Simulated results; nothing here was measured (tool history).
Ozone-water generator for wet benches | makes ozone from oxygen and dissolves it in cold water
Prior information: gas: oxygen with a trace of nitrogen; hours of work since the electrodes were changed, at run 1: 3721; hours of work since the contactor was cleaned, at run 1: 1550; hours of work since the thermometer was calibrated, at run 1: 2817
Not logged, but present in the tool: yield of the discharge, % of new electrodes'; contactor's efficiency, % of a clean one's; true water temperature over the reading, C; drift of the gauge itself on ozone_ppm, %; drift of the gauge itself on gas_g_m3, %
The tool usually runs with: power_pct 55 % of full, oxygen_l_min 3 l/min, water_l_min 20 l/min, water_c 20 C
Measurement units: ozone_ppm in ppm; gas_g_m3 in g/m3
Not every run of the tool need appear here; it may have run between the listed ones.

run,hour,power_pct,oxygen_l_min,water_l_min,water_c,hours of work since the electrodes were changed,hours of work since the contactor was cleaned,hours of work since the thermometer was calibrated,ozone_ppm,gas_g_m3
1,0,55,3,20,20,3721,1550,2817,11.8,149.9
2,120.1,55,3,20,20,3825,1654,2921,11.5,149.5
3,223.7,55,3,20,20,3915,1744,3011,11.5,149.5
4,343.5,55,3,20,20,4019,1848,3115,11.7,148.7
5,419.3,55,3,20,20,4085,1913,3181,11.7,150
6,540.4,55,3,20,20,4189,2018,3286,11.5,149
7,660.9,55,3,20,15,4294,2123,3390,12.1,150.8
8,778.5,55,3,20,20,4396,2225,3492,11.5,147.8
9,889.6,55,3,20,20,4492,2321,3588,11.5,147.7
10,1019.9,55,3,20,20,4605,2434,3701,11.5,147.4
11,1110.3,55,3,20,20,4683,2512,3779,11.4,148.3
12,1197.4,55,3,20,20,4759,2588,3855,11.5,147.5
13,1283.3,55,3,20,16,4833,2662,3929,11.8,148.3
14,1378.5,55,3,20,20,4916,2744,4012,11.4,146.8
15,1444.1,55,3,20,20,4972,2801,4068,11.2,147.5
16,1539.8,55,3,20,20,5055,2884,4151,11.6,147.2
17,1629.5,55,3,20,20,5133,2962,4229,11.2,146.3
18,1752,55,3,17,14,5239,3068,4335,13.9,146.9
19,1856.8,55,3,17,14,5330,3159,4426,14.1,144.4
20,1926.6,55,3,17,14,5390,3219,4486,13.7,146
21,2003.9,55,3,17,14,5457,3286,4553,14.1,144.1
22,2131.4,55,3.53,30,24,5568,3397,4664,7.8,136.5
23,2193.1,55,3,20,14,5621,3450,4717,12,143.2
24,2337.6,55,3,20,14,5746,3575,4842,11.9,145.1
25,2405.9,55,3,20,14,5806,3635,4902,11.6,143
26,2536,59,1.79,20,19,5918,3747,5014,9.3,177.3
27,2660.1,59,1.79,20,19,6026,3855,5122,9.4,174.5
# hour 2705.4: water thermometer calibrated
28,2797.7,55,3,20,14,6145,3973,80,11.9,143.3
29,2891.8,83,4.59,20,14,6226,4055,161,16.6,154.2
30,3032,76,1.68,20,14,6348,4176,283,10.5,202.6
31,3158.1,55,4.37,20,20,6457,4286,392,12.2,125.8
32,3257.9,65,4.37,20,20,6543,4372,479,13.6,136.5

How would selected steps in ozone_ppm from run to run divide? Give the signed amount a tool lacking its hidden state would still show from settings, what came in and random variation, and the signed amount left for the hidden state, including any gauge scatter that is not in both of the compared results.
Run 21 -> 22: oxygen_l_min 3 -> 3.53, water_l_min 17 -> 30, water_c 14 -> 24. ozone_ppm -6.3 ppm: hidden state +0.8, all else -7.1.
Run 28 -> 29: power_pct 55 -> 83, oxygen_l_min 3 -> 4.59. ozone_ppm +4.7 ppm: hidden state -1.3, all else +6.
Run 29 -> 30: power_pct 83 -> 76, oxygen_l_min 4.59 -> 1.68. ozone_ppm -6.1 ppm: hidden state +1.1, all else -7.2.

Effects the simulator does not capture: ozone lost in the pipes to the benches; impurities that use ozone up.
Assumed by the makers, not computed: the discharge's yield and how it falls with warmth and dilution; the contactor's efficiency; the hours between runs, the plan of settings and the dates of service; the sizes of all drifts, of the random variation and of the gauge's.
